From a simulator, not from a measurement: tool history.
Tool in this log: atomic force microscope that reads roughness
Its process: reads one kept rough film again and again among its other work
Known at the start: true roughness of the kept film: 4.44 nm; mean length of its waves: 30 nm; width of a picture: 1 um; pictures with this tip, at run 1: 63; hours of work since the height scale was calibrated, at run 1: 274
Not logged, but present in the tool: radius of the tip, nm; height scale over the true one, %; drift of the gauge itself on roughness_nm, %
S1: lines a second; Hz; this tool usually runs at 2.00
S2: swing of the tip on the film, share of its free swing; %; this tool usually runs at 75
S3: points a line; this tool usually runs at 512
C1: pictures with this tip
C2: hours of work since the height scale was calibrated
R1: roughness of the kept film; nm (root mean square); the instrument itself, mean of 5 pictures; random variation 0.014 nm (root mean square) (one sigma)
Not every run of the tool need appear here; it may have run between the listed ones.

run,hour,S1,S2,S3,C1,C2,R1
1,0.0,2.00,75,512,63,274,2.934
2,37.9,2.00,75,512,108,295,2.788
3,71.9,2.00,75,512,148,314,2.614
4,102.5,2.00,75,512,183,330,2.518
5,138.2,2.00,75,581,225,350,2.412
6,168.2,0.65,75,512,260,366,2.495
7,189.4,2.00,88,512,285,378,2.037
8,226.3,2.00,88,512,328,398,1.939
9,257.5,2.00,65,512,365,415,2.157
# hour 275.9: new tip fitted
10,284.2,2.00,65,512,10,429,3.396
11,301.6,0.54,75,512,30,439,3.409
12,339.6,0.54,75,293,74,459,3.134
13,376.7,1.35,75,512,118,480,2.849
14,407.2,1.35,75,512,154,496,2.747
15,433.4,1.35,75,512,184,511,2.606
16,461.8,2.00,75,303,218,526,2.395
17,497.7,2.00,75,512,260,546,2.278
18,527.4,2.00,75,512,294,562,2.208
19,553.3,2.00,75,512,325,576,2.157
20,585.1,2.00,75,512,362,593,2.052
# hour 605.4: new tip fitted
21,607.7,2.00,75,512,3,605,3.259
22,638.3,2.00,75,512,39,622,3.053
23,674.0,2.00,75,512,80,642,2.851
24,700.8,2.00,75,512,112,656,2.745
25,722.9,2.00,75,512,138,668,2.647
26,740.1,2.00,75,512,158,678,2.568
27,780.2,2.53,75,512,205,700,2.347
28,807.1,1.07,75,512,236,714,2.440
29,838.5,1.71,75,830,273,731,2.283
30,865.3,1.71,75,830,304,746,2.197
31,893.3,1.71,75,830,337,761,2.128
32,909.7,0.61,72,512,356,770,2.239
# hour 935.8: new tip fitted
33,949.1,0.61,72,512,16,792,3.420
34,983.9,0.61,81,512,57,810,3.154
35,1015.8,0.61,81,512,94,828,3.003
36,1040.8,0.61,81,512,123,842,2.861
37,1064.9,0.61,81,512,152,855,2.747
38,1102.9,0.61,81,512,196,875,2.648
39,1136.2,0.61,81,512,235,894,2.479
40,1169.0,0.61,81,512,273,912,2.382
41,1208.2,2.00,87,512,319,933,1.971
42,1247.4,2.00,87,512,365,954,1.856
# hour 1265.9: new tip fitted
43,1283.6,0.93,62,710,21,974,3.439
44,1303.8,0.93,76,555,45,985,3.203
45,1331.8,2.99,82,593,78,1000,2.579
46,1349.1,0.94,63,512,98,1010,3.069
47,1376.9,0.94,61,611,130,1025,2.959
48,1394.3,0.94,61,611,151,1034,2.860
49,1425.6,0.94,70,517,187,1051,2.702
50,1461.3,2.00,75,275,229,1071,2.373
51,1490.1,2.00,75,664,263,1086,2.284
52,1527.6,1.98,64,979,307,1107,2.313
53,1553.0,1.98,58,882,337,1121,2.262

Consider 3 possible next runs. They are alternatives, not a sequence: every one starts from the tool as it was left by run 53. What does each give?
A,1590.2,1.98,62,258,380,1141,?
B,1590.2,2.00,75,556,380,1141,?
C,1590.2,0.70,61,295,380,1141,?

run,R1
A,2.112
B,2.008
C,2.199
With the hidden condition removed and each run's random variation left untouched, the same runs would have given:
run,R1
A,3.454
B,3.284
C,3.600

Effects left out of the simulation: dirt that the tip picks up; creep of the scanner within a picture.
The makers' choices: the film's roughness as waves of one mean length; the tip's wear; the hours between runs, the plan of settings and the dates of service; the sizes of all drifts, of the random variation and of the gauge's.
